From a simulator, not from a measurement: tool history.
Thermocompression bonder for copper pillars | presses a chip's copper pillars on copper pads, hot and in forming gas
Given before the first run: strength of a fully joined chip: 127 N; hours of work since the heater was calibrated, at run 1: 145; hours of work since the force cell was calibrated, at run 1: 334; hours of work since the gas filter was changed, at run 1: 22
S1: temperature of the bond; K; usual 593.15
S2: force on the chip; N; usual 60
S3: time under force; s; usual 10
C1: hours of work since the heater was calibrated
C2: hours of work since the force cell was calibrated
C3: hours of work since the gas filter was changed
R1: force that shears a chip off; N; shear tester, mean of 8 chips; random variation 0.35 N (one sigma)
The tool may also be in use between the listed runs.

Run 1, hour 0: usual settings; C1 145; C2 334; C3 22. Result: R1 85.8 N.
Run 2, hour 10.4: usual settings; C1 149; C2 338; C3 26. Result: R1 86.4 N.
Run 3, hour 20.7: usual settings but S2 87 N; C1 153; C2 342; C3 30. Result: R1 106.7 N.
Run 4, hour 33.6: usual settings but S2 76 N; C1 158; C2 348; C3 36. Result: R1 99.9 N.
Run 5, hour 47.4: usual settings; C1 164; C2 353; C3 41. Result: R1 85.4 N.
Run 6, hour 53.8: usual settings; C1 166; C2 356; C3 44. Result: R1 86.2 N.
Run 7, hour 63.6: usual settings; C1 170; C2 360; C3 48. Result: R1 85.8 N.
Run 8, hour 77.7: usual settings; C1 176; C2 365; C3 53. Result: R1 85.9 N.
Run 9, hour 89.1: usual settings; C1 181; C2 370; C3 58. Result: R1 85 N.
Run 10, hour 95.5: usual settings; C1 183; C2 372; C3 60. Result: R1 85.9 N.
Run 11, hour 111.3: usual settings; C1 189; C2 379; C3 67. Result: R1 85.9 N.
Run 12, hour 118.3: usual settings; C1 192; C2 382; C3 70. Result: R1 85.5 N.
Run 13, hour 133.3: usual settings; C1 198; C2 388; C3 76. Result: R1 85.6 N.
Run 14, hour 144.9: usual settings; C1 203; C2 392; C3 80. Result: R1 85.9 N.
Run 15, hour 154.8: usual settings but S2 68 N; C1 207; C2 396; C3 84. Result: R1 93.3 N.
Run 16, hour 167.6: usual settings; C1 212; C2 402; C3 90. Result: R1 85.3 N.
Run 17, hour 175.8: usual settings but S3 5 s; C1 215; C2 405; C3 93. Result: R1 69.9 N.
Run 18, hour 187.1: usual settings but S3 5 s; C1 220; C2 409; C3 97. Result: R1 69.5 N.
Run 19, hour 198.7: usual settings but S3 5 s; C1 225; C2 414; C3 102. Result: R1 69 N.
Run 20, hour 207.2: usual settings but S3 5 s; C1 228; C2 418; C3 106. Result: R1 69.1 N.
Run 21, hour 217.7: usual settings but S3 5 s; C1 232; C2 422; C3 110. Result: R1 69.2 N.
Run 22, hour 228.8: usual settings but S3 5 s; C1 237; C2 426; C3 114. Result: R1 69.1 N.
Run 23, hour 236.2: usual settings but S1 594.15 K, S2 59 N; C1 240; C2 429; C3 117. Result: R1 84.7 N.
Run 24, hour 250.6: usual settings but S1 585.15 K, S2 55 N; C1 246; C2 435; C3 123. Result: R1 75.9 N.
Run 25, hour 258.8: usual settings but S1 590.15 K, S2 75 N, S3 7 s; C1 249; C2 438; C3 126. Result: R1 89.2 N.
Run 26, hour 274.6: usual settings but S2 59 N, S3 6 s; C1 255; C2 445; C3 133. Result: R1 71.4 N.
Run 27, hour 289.1: usual settings but S1 614.15 K, S2 41 N, S3 8 s; C1 261; C2 451; C3 139. Result: R1 66.3 N.
Run 28, hour 300.2: usual settings but S1 620.15 K, S2 37 N; C1 266; C2 455; C3 143. Result: R1 68.3 N.
Run 29, hour 311.7: usual settings but S1 620.15 K, S2 37 N; C1 270; C2 460; C3 148. Result: R1 67.7 N.
Run 30, hour 323.6: usual settings but S2 61 N; C1 275; C2 464; C3 152. Result: R1 84.8 N.
Run 31, hour 332.8: usual settings but S2 61 N; C1 279; C2 468; C3 156. Result: R1 85.7 N.
At hour 343.5: forming gas filter changed.
Run 32, hour 348.2: usual settings but S2 75 N, S3 22 s; C1 285; C2 474; C3 2. Result: R1 111.5 N.
Run 33, hour 359.9: usual settings but S3 9 s; C1 290; C2 479; C3 7. Result: R1 82 N.
Run 34, hour 370.1: usual settings but S1 567.15 K, S2 73 N, S3 6 s; C1 294; C2 483; C3 11. Result: R1 71.6 N.
Run 35, hour 383.3: usual settings but S1 567.15 K, S2 73 N, S3 6 s; C1 299; C2 488; C3 16. Result: R1 71.5 N.
Run 36, hour 392.8: usual settings but S1 567.15 K, S2 73 N, S3 6 s; C1 303; C2 492; C3 20. Result: R1 71.7 N.
At hour 400.4: gauge calibrated.
Run 37, hour 406.1: usual settings but S2 42 N, S3 7 s; C1 308; C2 497; C3 25. Result: R1 57.1 N.
Run 38, hour 419.6: usual settings but S2 41 N, S3 7 s; C1 314; C2 503; C3 31. Result: R1 56 N.
Run 39, hour 434.5: usual settings but S1 594.15 K, S2 76 N, S3 8 s; C1 320; C2 509; C3 37. Result: R1 95.2 N.
Run 40, hour 448.2: usual settings but S1 604.15 K, S2 76 N, S3 8 s; C1 325; C2 514; C3 42. Result: R1 99.9 N.

Predict each of these 3 candidate next runs independently; none follows another, all start after run 40:
Run A, hour 456.2: usual settings but S1 604.15 K, S2 36 N, S3 8 s; C1 328; C2 518; C3 45. Result: R1 ?.
Run B, hour 456.2: usual settings but S1 564.15 K, S2 41 N, S3 6 s; C1 328; C2 518; C3 45. Result: R1 ?.
Run C, hour 456.2: usual settings; C1 328; C2 518; C3 45. Result: R1 ?.

run    R1
  A  56.4
  B  41.5
  C  85.9
Take away the tool's hidden state, keep each run's random variation, and the runs would have read:
run    R1
  A  56.6
  B  41.7
  C  86.2
